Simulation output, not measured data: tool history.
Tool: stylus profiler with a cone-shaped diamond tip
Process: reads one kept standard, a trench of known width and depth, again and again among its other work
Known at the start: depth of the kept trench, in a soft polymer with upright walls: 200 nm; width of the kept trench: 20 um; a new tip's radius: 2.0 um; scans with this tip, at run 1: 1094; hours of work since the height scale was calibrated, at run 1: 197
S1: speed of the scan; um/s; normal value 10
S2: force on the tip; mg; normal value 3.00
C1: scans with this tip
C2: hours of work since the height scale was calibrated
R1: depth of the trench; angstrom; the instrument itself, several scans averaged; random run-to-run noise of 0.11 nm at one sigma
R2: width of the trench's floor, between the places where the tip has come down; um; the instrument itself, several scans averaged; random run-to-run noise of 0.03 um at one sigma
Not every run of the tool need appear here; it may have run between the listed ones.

run   hour  S1    S2    C1   C2      R1     R2
  1    0.0  10  3.00  1094  197  2014.9  18.13
  2   24.9  10  3.00  1174  211  2014.5  18.15
  3   60.5  10  3.00  1288  232  2013.5  18.14
  4   87.1  10  3.00  1374  247  2013.4  18.15
  5  127.9  10  3.00  1504  271  2014.9  18.15
  6  170.3  10  3.00  1640  295  2014.8  18.18
  7  214.7  10  3.00  1782  321  2013.4  18.15
  8  246.5   4  2.49  1884  339  2011.6  18.15
     252.0  -- height scale calibrated on a step standard
  9  299.8   4  2.49  2054   28  2010.1  18.13
     343.4  -- height scale calibrated on a step standard, once more
 10  351.9   4  2.49  2219    5  2013.1  18.09
 11  402.1   4  2.49  2380   34  2013.3  18.11
 12  442.4   3  7.48  2509   57  2031.3  18.11
 13  495.7  18  2.75  2680   88  2014.6  18.02
 14  553.0   2  7.71  2864  121  2028.0  18.11

Describe how what the log doesn't record of the tool's condition differs between the last listed run preceding each entry between runs and the first listed run following it.
After run 8, before run 9: height scale calibrated on a step standard (hour 252.0)
  radius of the tip, um: 2.22 -> 2.24; height scale over the true one, %: -0.143 -> -0.202
  the result without the hidden state subtracted from the measured one, R1: -2.9 -> -4.1 angstrom; R2: -0.10 -> -0.10 um
After run 9, before run 10: height scale calibrated on a step standard, once more (hour 343.4)
  radius of the tip, um: 2.24 -> 2.25; height scale over the true one, %: -0.202 -> 0.003
  the result without the hidden state subtracted from the measured one, R1: -4.1 -> +0.0 angstrom; R2: -0.10 -> -0.11 um
